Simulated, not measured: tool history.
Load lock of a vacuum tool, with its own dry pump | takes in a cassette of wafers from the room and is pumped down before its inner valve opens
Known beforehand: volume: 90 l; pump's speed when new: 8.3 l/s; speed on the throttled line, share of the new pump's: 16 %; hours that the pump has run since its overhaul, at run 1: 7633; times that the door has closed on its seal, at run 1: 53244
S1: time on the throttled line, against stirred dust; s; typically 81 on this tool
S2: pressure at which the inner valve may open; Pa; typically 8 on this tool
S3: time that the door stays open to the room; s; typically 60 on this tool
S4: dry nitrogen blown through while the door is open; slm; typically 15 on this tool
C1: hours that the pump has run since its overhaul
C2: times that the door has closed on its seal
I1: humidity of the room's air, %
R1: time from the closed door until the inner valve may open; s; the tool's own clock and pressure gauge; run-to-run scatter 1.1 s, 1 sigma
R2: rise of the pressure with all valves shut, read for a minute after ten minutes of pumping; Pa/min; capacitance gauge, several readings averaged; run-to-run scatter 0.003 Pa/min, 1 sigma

{"run": 1, "hour": 0.0, "S1": 81, "S2": 8, "S3": 60, "S4": 15, "C1": 7633, "C2": 53244, "I1": 45.5, "R1": 182.7, "R2": 0.528}
{"run": 2, "hour": 420.7, "S1": 81, "S2": 8, "S3": 60, "S4": 15, "C1": 8053, "C2": 54651, "I1": 45.0, "R1": 182.8, "R2": 0.546}
{"run": 3, "hour": 764.2, "S1": 81, "S2": 8, "S3": 60, "S4": 15, "C1": 8397, "C2": 55799, "I1": 43.6, "R1": 183.4, "R2": 0.559}
{"run": 4, "hour": 1259.7, "S1": 81, "S2": 8, "S3": 60, "S4": 15, "C1": 8892, "C2": 57456, "I1": 44.1, "R1": 184.6, "R2": 0.577}
{"run": 5, "hour": 1654.9, "S1": 81, "S2": 8, "S3": 60, "S4": 15, "C1": 9288, "C2": 58777, "I1": 47.2, "R1": 185.8, "R2": 0.596}
{"run": 6, "hour": 1863.2, "S1": 81, "S2": 8, "S3": 60, "S4": 15, "C1": 9496, "C2": 59474, "I1": 44.7, "R1": 184.8, "R2": 0.621}
{"run": 7, "hour": 2091.1, "S1": 81, "S2": 8, "S3": 60, "S4": 12, "C1": 9724, "C2": 60236, "I1": 47.2, "R1": 187.0, "R2": 0.645}
{"run": 8, "hour": 2308.7, "S1": 81, "S2": 8, "S3": 60, "S4": 12, "C1": 9941, "C2": 60963, "I1": 47.0, "R1": 187.4, "R2": 0.65}
{"run": 9, "hour": 2708.7, "S1": 81, "S2": 12, "S3": 60, "S4": 12, "C1": 10341, "C2": 62301, "I1": 45.5, "R1": 182.4, "R2": 0.674}
{"run": 10, "hour": 3177.1, "S1": 81, "S2": 12, "S3": 60, "S4": 12, "C1": 10810, "C2": 63867, "I1": 45.7, "R1": 182.1, "R2": 0.7}
{"run": 11, "hour": 3568.1, "S1": 81, "S2": 12, "S3": 60, "S4": 12, "C1": 11201, "C2": 65174, "I1": 46.1, "R1": 181.1, "R2": 0.714}
{"run": 12, "hour": 4011.1, "S1": 81, "S2": 8, "S3": 60, "S4": 15, "C1": 11644, "C2": 66655, "I1": 44.8, "R1": 188.5, "R2": 0.752}
{"run": 13, "hour": 4235.8, "S1": 81, "S2": 8, "S3": 60, "S4": 15, "C1": 11869, "C2": 67406, "I1": 45.8, "R1": 189.1, "R2": 0.735}
{"run": 14, "hour": 4658.9, "S1": 81, "S2": 8, "S3": 60, "S4": 15, "C1": 12292, "C2": 68821, "I1": 46.8, "R1": 189.0, "R2": 0.78}
{"hour": 4778.5, "done": "door's seal changed, seat wiped"}
{"run": 15, "hour": 4926.6, "S1": 81, "S2": 8, "S3": 60, "S4": 5, "C1": 12558, "C2": 495, "I1": 46.4, "R1": 187.0, "R2": 0.049}
{"run": 16, "hour": 5367.6, "S1": 40, "S2": 8, "S3": 60, "S4": 35, "C1": 12999, "C2": 1970, "I1": 43.7, "R1": 156.1, "R2": 0.034}
{"run": 17, "hour": 5833.0, "S1": 81, "S2": 11, "S3": 60, "S4": 15, "C1": 13464, "C2": 3525, "I1": 43.0, "R1": 187.7, "R2": 0.053}
{"run": 18, "hour": 6228.5, "S1": 41, "S2": 11, "S3": 63, "S4": 24, "C1": 13860, "C2": 4848, "I1": 44.3, "R1": 153.6, "R2": 0.047}
{"run": 19, "hour": 6732.4, "S1": 81, "S2": 13, "S3": 60, "S4": 7, "C1": 14364, "C2": 6533, "I1": 43.2, "R1": 186.2, "R2": 0.064}
{"hour": 6817.0, "done": "dry pump taken out, an overhauled one fitted"}
{"run": 20, "hour": 7172.9, "S1": 65, "S2": 8, "S3": 94, "S4": 7, "C1": 356, "C2": 7985, "I1": 42.9, "R1": 157.2, "R2": 0.085}
{"run": 21, "hour": 7662.7, "S1": 65, "S2": 8, "S3": 94, "S4": 7, "C1": 846, "C2": 9623, "I1": 42.6, "R1": 157.9, "R2": 0.09}

What will run 22 give?
{"run": 22, "hour": 8068.3, "S1": 65, "S2": 8, "S3": 94, "S4": 7, "C1": 1251, "C2": 10979, "I1": 48.6, "R1": "?", "R2": "?"}

Logged for run 22: R1 156.4 s, R2 0.101 Pa/min.
Were there no unlogged condition in the tool, this run, its random variation unchanged, would have produced R1 156.6 s, R2 0.058 Pa/min.

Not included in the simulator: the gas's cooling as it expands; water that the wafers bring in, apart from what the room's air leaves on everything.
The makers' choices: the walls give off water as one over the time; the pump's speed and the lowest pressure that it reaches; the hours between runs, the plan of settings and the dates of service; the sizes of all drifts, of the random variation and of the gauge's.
